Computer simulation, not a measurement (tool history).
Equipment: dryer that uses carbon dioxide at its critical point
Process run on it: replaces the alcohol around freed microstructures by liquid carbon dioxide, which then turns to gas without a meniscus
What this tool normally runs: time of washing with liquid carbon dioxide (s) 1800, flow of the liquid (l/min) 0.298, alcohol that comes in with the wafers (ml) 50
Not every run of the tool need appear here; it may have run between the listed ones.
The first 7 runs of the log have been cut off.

run	hour	time of washing with liquid carbon dioxide (s)	flow of the liquid (l/min)	alcohol that comes in with the wafers (ml)	hours of work since the filter was changed	hours of work since the purifier's bed was changed	alcohol left in the vessel before it's heated (ppm by volume)
8	145.2	1080	0.298	50	213	776	1156
9	169.4	1080	0.298	50	230	794	1182
# hour 195.2: purifier's bed changed
10	200.0	1800	0.298	43	250	3	75
11	213.5	1800	0.298	50	259	13	88
12	226.2	1800	0.298	50	268	22	98
13	242.4	1800	0.298	50	280	33	107
14	261.8	1800	0.298	50	294	47	112
15	274.0	1800	0.298	50	302	56	118
16	299.2	1800	0.298	50	320	74	118
17	318.5	1800	0.298	50	334	87	118
18	330.6	1440	0.281	100	342	96	961
19	353.3	2640	0.351	50	358	112	26
20	375.5	2220	0.368	59	374	128	29
21	392.9	1560	0.206	30	386	140	808
22	420.0	1800	0.202	46	406	159	827
23	441.5	1800	0.357	51	421	175	77
24	462.4	2400	0.181	59	436	189	523
# hour 476.5: inlet filter changed
25	477.4	2400	0.181	59	1	199	237
26	504.9	1800	0.189	72	20	219	919
27	524.8	1680	0.207	35	34	233	428
28	539.5	1680	0.207	35	45	243	449
29	563.8	1440	0.252	22	62	261	266
30	579.7	1440	0.252	22	73	272	274
31	603.0	1620	0.252	22	90	288	175
32	619.5	1620	0.252	22	101	300	187

Here are 5 independent what-if runs from the current tool condition. What would each one return?
A	649.2	1800	0.471	50	122	321	?
B	649.2	2280	0.298	50	122	321	?
C	649.2	1620	0.287	89	122	321	?
D	649.2	1620	0.210	21	122	321	?
E	649.2	1620	0.187	38	122	321	?

run	alcohol left in the vessel before it's heated (ppm by volume)
A	64
B	68
C	322
D	354
E	921
With the hidden condition removed and each run's random variation left untouched, the same runs would have given:
run	alcohol left in the vessel before it's heated (ppm by volume)
A	9
B	10
C	201
D	246
E	724

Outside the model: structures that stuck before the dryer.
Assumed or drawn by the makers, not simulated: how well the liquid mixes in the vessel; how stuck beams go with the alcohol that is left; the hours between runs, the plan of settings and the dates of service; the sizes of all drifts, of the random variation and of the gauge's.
